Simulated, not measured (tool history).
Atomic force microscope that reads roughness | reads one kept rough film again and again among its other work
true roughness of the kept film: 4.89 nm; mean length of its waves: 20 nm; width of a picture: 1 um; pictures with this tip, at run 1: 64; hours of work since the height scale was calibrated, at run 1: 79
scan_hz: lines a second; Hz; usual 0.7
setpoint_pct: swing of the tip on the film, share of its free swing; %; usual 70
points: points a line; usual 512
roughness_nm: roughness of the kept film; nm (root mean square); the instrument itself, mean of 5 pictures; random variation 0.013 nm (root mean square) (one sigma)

run   hour  scan_hz  setpoint_pct  points  pictures with this tip  hours of work since the height scale was calibrated  roughness_nm
  1      0      0.7            70     512                      64                                                   79         2.846
  2    9.1     1.53            70     512                      75                                                   83         2.674
  3   19.3      0.7            70     512                      88                                                   88           2.7
  4   28.8      0.7            70     512                      99                                                   93         2.662
  5   34.8      0.7            87     512                     106                                                   96         2.538
  6   45.4      0.7            87     512                     119                                                  101         2.444
  7   50.1      0.7            87     512                     125                                                  104         2.429
  8   57.1      0.7            87     512                     133                                                  107         2.379
  9   62.8      0.7            87     512                     140                                                  110          2.34
 10   67.9      0.7            70     512                     146                                                  113         2.434
 11   77.5      0.7            70     512                     158                                                  117         2.363
 12     83      0.7            70     512                     165                                                  120         2.358
 13   89.9      0.7            58     512                     173                                                  124         2.345
 14    101      0.7            58     512                     186                                                  129         2.296
 15  109.1      0.7            58     512                     196                                                  133         2.268
 16    115      0.7            58     512                     203                                                  136         2.237
 17  125.8      0.7            70     572                     216                                                  142          2.17
 18  135.6      0.7            70     572                     228                                                  147         2.119
 19  140.9      0.7            70     905                     235                                                  149         2.127
 20  147.9      0.7            70     326                     243                                                  153         2.046
 21  155.5      0.7            70     326                     252                                                  157         2.007
 22  160.1      0.7            70     326                     258                                                  159         2.013
 23  167.8      0.7            70     326                     267                                                  163         1.968
 24  178.9      0.7            64     326                     281                                                  168         1.962
 25  187.6      0.7            70     512                     291                                                  173         1.941
 26  195.3      0.7            70     512                     300                                                  177         1.912
       199  -- new tip fitted
 27  203.5      0.7            70     512                       6                                                  180         3.117

Run 28 comes next. What will it give?
 28  209.6    0.792            70     585                      13                                                  184             ?

roughness_nm: 3.067 nm (root mean square)
Without the tool's hidden state the same run would have given roughness_nm 3.192 nm (root mean square).
